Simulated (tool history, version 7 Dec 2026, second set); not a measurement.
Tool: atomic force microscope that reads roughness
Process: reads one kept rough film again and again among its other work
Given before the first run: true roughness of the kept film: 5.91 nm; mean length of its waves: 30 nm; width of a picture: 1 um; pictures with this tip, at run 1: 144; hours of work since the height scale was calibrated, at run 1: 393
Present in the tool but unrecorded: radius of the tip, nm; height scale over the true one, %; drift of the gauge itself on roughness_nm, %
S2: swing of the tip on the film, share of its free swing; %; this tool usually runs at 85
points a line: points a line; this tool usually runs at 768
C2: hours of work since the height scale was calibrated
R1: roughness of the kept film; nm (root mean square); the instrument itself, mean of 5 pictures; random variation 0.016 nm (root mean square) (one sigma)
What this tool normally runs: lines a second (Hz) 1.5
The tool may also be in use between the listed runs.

run 1 day=0 | lines_a_second_(Hz)=1.5 S2=85 points_a_line=768 | pictures_with_this_tip=144 C2=393 | R1=3.979
run 2 day=1.792 | lines_a_second_(Hz)=1.5 S2=85 points_a_line=768 | pictures_with_this_tip=201 C2=426 | R1=3.998
-- day=4.058 new tip fitted
run 3 day=4.4 | lines_a_second_(Hz)=1.98 S2=85 points_a_line=768 | pictures_with_this_tip=11 C2=473 | R1=3.809
run 4 day=6.15 | lines_a_second_(Hz)=1.5 S2=85 points_a_line=768 | pictures_with_this_tip=67 C2=505 | R1=3.996
run 5 day=7.742 | lines_a_second_(Hz)=1.5 S2=85 points_a_line=768 | pictures_with_this_tip=118 C2=535 | R1=3.992
run 6 day=9.275 | lines_a_second_(Hz)=1.5 S2=85 points_a_line=768 | pictures_with_this_tip=167 C2=563 | R1=4.01
run 7 day=10.508 | lines_a_second_(Hz)=1.5 S2=85 points_a_line=768 | pictures_with_this_tip=207 C2=585 | R1=3.989
-- day=12.554 new tip fitted
run 8 day=12.717 | lines_a_second_(Hz)=1.18 S2=85 points_a_line=768 | pictures_with_this_tip=5 C2=626 | R1=4.112
run 9 day=14.971 | lines_a_second_(Hz)=1.18 S2=85 points_a_line=768 | pictures_with_this_tip=77 C2=667 | R1=4.105
run 10 day=17.596 | lines_a_second_(Hz)=1.18 S2=85 points_a_line=768 | pictures_with_this_tip=161 C2=715 | R1=4.109
run 11 day=19.033 | lines_a_second_(Hz)=1.5 S2=57 points_a_line=768 | pictures_with_this_tip=207 C2=742 | R1=4.497
-- day=21.204 new tip fitted
run 12 day=21.271 | lines_a_second_(Hz)=2.23 S2=71 points_a_line=656 | pictures_with_this_tip=2 C2=782 | R1=4.157
run 13 day=22.575 | lines_a_second_(Hz)=2.23 S2=71 points_a_line=656 | pictures_with_this_tip=44 C2=806 | R1=4.17
run 14 day=25.375 | lines_a_second_(Hz)=2.23 S2=67 points_a_line=382 | pictures_with_this_tip=134 C2=857 | R1=4.221
run 15 day=26.592 | lines_a_second_(Hz)=1.84 S2=62 points_a_line=361 | pictures_with_this_tip=173 C2=880 | R1=4.337
run 16 day=28.283 | lines_a_second_(Hz)=0.63 S2=76 points_a_line=768 | pictures_with_this_tip=227 C2=911 | R1=4.474
-- day=29.725 new tip fitted
run 17 day=30.204 | lines_a_second_(Hz)=2 S2=85 points_a_line=549 | pictures_with_this_tip=15 C2=946 | R1=3.808
run 18 day=31.746 | lines_a_second_(Hz)=0.58 S2=85 points_a_line=767 | pictures_with_this_tip=64 C2=974 | R1=4.399
run 19 day=34.358 | lines_a_second_(Hz)=1.85 S2=59 points_a_line=767 | pictures_with_this_tip=148 C2=1022 | R1=4.46
run 20 day=35.538 | lines_a_second_(Hz)=1.85 S2=59 points_a_line=767 | pictures_with_this_tip=186 C2=1044 | R1=4.478
-- day=38.279 new tip fitted
run 21 day=38.279 | lines_a_second_(Hz)=2.4 S2=61 points_a_line=543 | pictures_with_this_tip=0 C2=1094 | R1=4.341

Alternative continuations, all from the tool just after run 21; predict every row:
run A day=40.312 | lines_a_second_(Hz)=2.4 S2=61 points_a_line=931 | pictures_with_this_tip=65 C2=1131 | R1=?
run B day=40.312 | lines_a_second_(Hz)=1.56 S2=58 points_a_line=262 | pictures_with_this_tip=65 C2=1131 | R1=?
run C day=40.312 | lines_a_second_(Hz)=2.07 S2=61 points_a_line=990 | pictures_with_this_tip=65 C2=1131 | R1=?

run=A R1=4.331
run=B R1=4.44
run=C R1=4.417
With no hidden state in the tool, these same runs would have given:
run=A R1=4.336
run=B R1=4.444
run=C R1=4.421
